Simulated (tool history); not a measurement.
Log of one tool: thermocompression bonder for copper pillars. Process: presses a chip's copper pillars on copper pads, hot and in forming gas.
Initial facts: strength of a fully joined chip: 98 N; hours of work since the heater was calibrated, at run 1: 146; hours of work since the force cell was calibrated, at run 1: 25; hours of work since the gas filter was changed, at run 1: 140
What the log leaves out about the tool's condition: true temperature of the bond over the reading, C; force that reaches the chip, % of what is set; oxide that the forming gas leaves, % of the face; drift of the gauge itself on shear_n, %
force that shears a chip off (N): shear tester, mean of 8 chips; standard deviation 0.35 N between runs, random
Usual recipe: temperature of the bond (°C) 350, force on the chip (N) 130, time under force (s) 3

| run | hour | temperature of the bond (°C) | force on the chip (N) | time under force (s) | hours of work since the heater was calibrated | hours of work since the force cell was calibrated | hours of work since the gas filter was changed | force that shears a chip off (N) |
|---|---|---|---|---|---|---|---|---|
| 1 | 0.0 | 350 | 130 | 3 | 146 | 25 | 140 | 39.2 |
| 2 | 5.7 | 350 | 130 | 3 | 149 | 28 | 143 | 39.7 |
| 3 | 13.1 | 350 | 130 | 3 | 153 | 31 | 146 | 39.6 |
| 4 | 18.3 | 350 | 130 | 3 | 155 | 34 | 149 | 39.6 |
| 5 | 25.8 | 350 | 130 | 3 | 159 | 38 | 152 | 39.8 |
| 6 | 33.7 | 350 | 130 | 5 | 163 | 42 | 156 | 47.0 |
| 7 | 43.8 | 350 | 130 | 3 | 168 | 46 | 161 | 39.2 |
| 8 | 48.0 | 350 | 130 | 3 | 170 | 49 | 163 | 38.8 |
| 9 | 53.3 | 350 | 82 | 3 | 173 | 51 | 166 | 27.8 |
| 10 | 61.7 | 374 | 130 | 3 | 177 | 55 | 170 | 47.1 |
| 11 | 67.5 | 350 | 130 | 3 | 180 | 58 | 173 | 39.6 |
| 12 | 72.6 | 350 | 130 | 3 | 182 | 61 | 175 | 38.8 |
| 13 | 81.0 | 350 | 130 | 3 | 186 | 65 | 179 | 39.3 |
| 14 | 89.8 | 350 | 130 | 3 | 190 | 69 | 184 | 39.4 |
| 15 | 95.7 | 369 | 151 | 3 | 193 | 72 | 187 | 51.0 |
| 16 | 103.6 | 329 | 193 | 3 | 197 | 76 | 190 | 43.4 |
| 17 | 112.2 | 350 | 134 | 3 | 201 | 80 | 195 | 40.2 |
| 18 | 117.3 | 350 | 122 | 3 | 204 | 82 | 197 | 37.6 |
| 19 | 127.2 | 350 | 179 | 3 | 209 | 87 | 202 | 48.5 |
| 20 | 136.2 | 344 | 179 | 3 | 213 | 92 | 206 | 46.5 |
| 21 | 141.0 | 344 | 110 | 2 | 216 | 94 | 209 | 27.0 |
| 22 | 150.2 | 329 | 81 | 2 | 220 | 99 | 213 | 18.3 |
| 23 | 157.6 | 350 | 88 | 2 | 224 | 102 | 217 | 24.5 |
| 24 | 163.1 | 331 | 183 | 7 | 226 | 105 | 220 | 56.4 |
| 25 | 167.8 | 331 | 183 | 7 | 229 | 107 | 222 | 55.6 |
| 26 | 177.5 | 331 | 183 | 7 | 233 | 112 | 227 | 55.2 |
| 27 | 186.2 | 346 | 82 | 7 | 238 | 116 | 231 | 37.2 |

4 options for the next run, each taken on its own from the tool as it stands now. Forecast them:
| A | 195.3 | 374 | 89 | 7 | 242 | 121 | 235 | ? |
| B | 195.3 | 346 | 111 | 2 | 242 | 121 | 235 | ? |
| C | 195.3 | 347 | 125 | 3 | 242 | 121 | 235 | ? |
| D | 195.3 | 341 | 101 | 9 | 242 | 121 | 235 | ? |

| run | force that shears a chip off (N) |
|---|---|
| A | 49.5 |
| B | 28.2 |
| C | 36.5 |
| D | 44.9 |
Without the tool's unlogged condition, the same runs would have read:
| run | force that shears a chip off (N) |
|---|---|
| A | 52.5 |
| B | 30.0 |
| C | 38.8 |
| D | 47.8 |
